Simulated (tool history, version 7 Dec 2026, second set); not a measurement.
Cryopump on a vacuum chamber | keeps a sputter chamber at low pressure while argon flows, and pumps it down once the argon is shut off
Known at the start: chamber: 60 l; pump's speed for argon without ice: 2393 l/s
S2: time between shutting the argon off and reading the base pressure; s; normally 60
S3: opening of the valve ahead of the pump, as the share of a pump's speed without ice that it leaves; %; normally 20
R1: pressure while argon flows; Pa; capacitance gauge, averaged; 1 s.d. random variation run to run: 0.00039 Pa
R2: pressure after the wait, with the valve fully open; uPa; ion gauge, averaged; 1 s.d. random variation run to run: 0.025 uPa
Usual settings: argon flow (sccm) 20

Run 1, hour 0.0: usual settings. Result: R1 0.0734 Pa, R2 2.90 uPa.
Run 2, hour 22.1: usual settings. Result: R1 0.0732 Pa, R2 2.96 uPa.
Run 3, hour 68.8: usual settings. Result: R1 0.0731 Pa, R2 2.91 uPa.
Run 4, hour 104.3: usual settings. Result: R1 0.0738 Pa, R2 3.03 uPa.
Run 5, hour 131.7: usual settings but S2 186 s. Result: R1 0.0742 Pa, R2 2.43 uPa.
Run 6, hour 168.7: usual settings. Result: R1 0.0741 Pa, R2 2.96 uPa.
Run 7, hour 189.7: usual settings. Result: R1 0.0742 Pa, R2 3.16 uPa.
At hour 197.0: pump warmed up, emptied and cooled again.
At hour 217.1: leaking fittings of the chamber tightened, without venting.
Run 8, hour 233.9: usual settings. Result: R1 0.0709 Pa, R2 0.97 uPa.
Run 9, hour 261.4: usual settings. Result: R1 0.0713 Pa, R2 0.97 uPa.
Run 10, hour 285.6: usual settings but S2 169 s. Result: R1 0.0715 Pa, R2 0.47 uPa.
Run 11, hour 310.8: usual settings but S2 169 s. Result: R1 0.0711 Pa, R2 0.44 uPa.
Run 12, hour 350.9: usual settings but S2 169 s. Result: R1 0.0711 Pa, R2 0.51 uPa.
Run 13, hour 390.8: usual settings but argon flow (sccm) 17. Result: R1 0.0607 Pa, R2 1.04 uPa.
Run 14, hour 419.3: usual settings but argon flow (sccm) 17. Result: R1 0.0608 Pa, R2 1.12 uPa.
Run 15, hour 446.2: usual settings but argon flow (sccm) 17. Result: R1 0.0609 Pa, R2 1.09 uPa.
Run 16, hour 478.0: usual settings but argon flow (sccm) 17, S2 24 s. Result: R1 0.0610 Pa, R2 2.34 uPa.
Run 17, hour 521.2: usual settings but argon flow (sccm) 23, S2 266 s, S3 33 %. Result: R1 0.0515 Pa, R2 0.50 uPa.
Run 18, hour 541.5: usual settings but argon flow (sccm) 14, S2 43 s. Result: R1 0.0504 Pa, R2 1.49 uPa.
Run 19, hour 584.5: usual settings but argon flow (sccm) 14, S2 43 s. Result: R1 0.0508 Pa, R2 1.55 uPa.
Run 20, hour 613.1: usual settings but S2 167 s, S3 43 %. Result: R1 0.0354 Pa, R2 0.71 uPa.
Run 21, hour 654.8: usual settings but S2 167 s, S3 43 %. Result: R1 0.0351 Pa, R2 0.69 uPa.
Run 22, hour 701.7: usual settings but S2 167 s, S3 43 %. Result: R1 0.0350 Pa, R2 0.73 uPa.
Run 23, hour 732.5: usual settings but S3 25 %. Result: R1 0.0587 Pa, R2 1.29 uPa.
Run 24, hour 773.1: usual settings but argon flow (sccm) 24, S2 172 s. Result: R1 0.0878 Pa, R2 0.77 uPa.
Run 25, hour 811.2: usual settings but argon flow (sccm) 32, S2 145 s, S3 15 %. Result: R1 0.1550 Pa, R2 0.84 uPa.
Run 26, hour 842.0: usual settings but S2 184 s, S3 47 %. Result: R1 0.0329 Pa, R2 0.79 uPa.

Consider 3 possible next runs. They are alternatives, not a sequence: every one starts from the tool as it was left by run 26. What does each give?
Run A, hour 887.2: usual settings but argon flow (sccm) 33, S2 181 s, S3 29 %. Result: R1 ?, R2 ?.
Run B, hour 887.2: usual settings but argon flow (sccm) 9, S2 38 s, S3 16 %. Result: R1 ?, R2 ?.
Run C, hour 887.2: usual settings but S2 163 s, S3 47 %. Result: R1 ?, R2 ?.

run      R1    R2
  A  0.0852  0.89
  B  0.0416  1.87
  C  0.0336  0.94
Without the tool's unlogged condition, the same runs would have read:
run      R1    R2
  A  0.0798  0.42
  B  0.0402  1.42
  C  0.0303  0.49
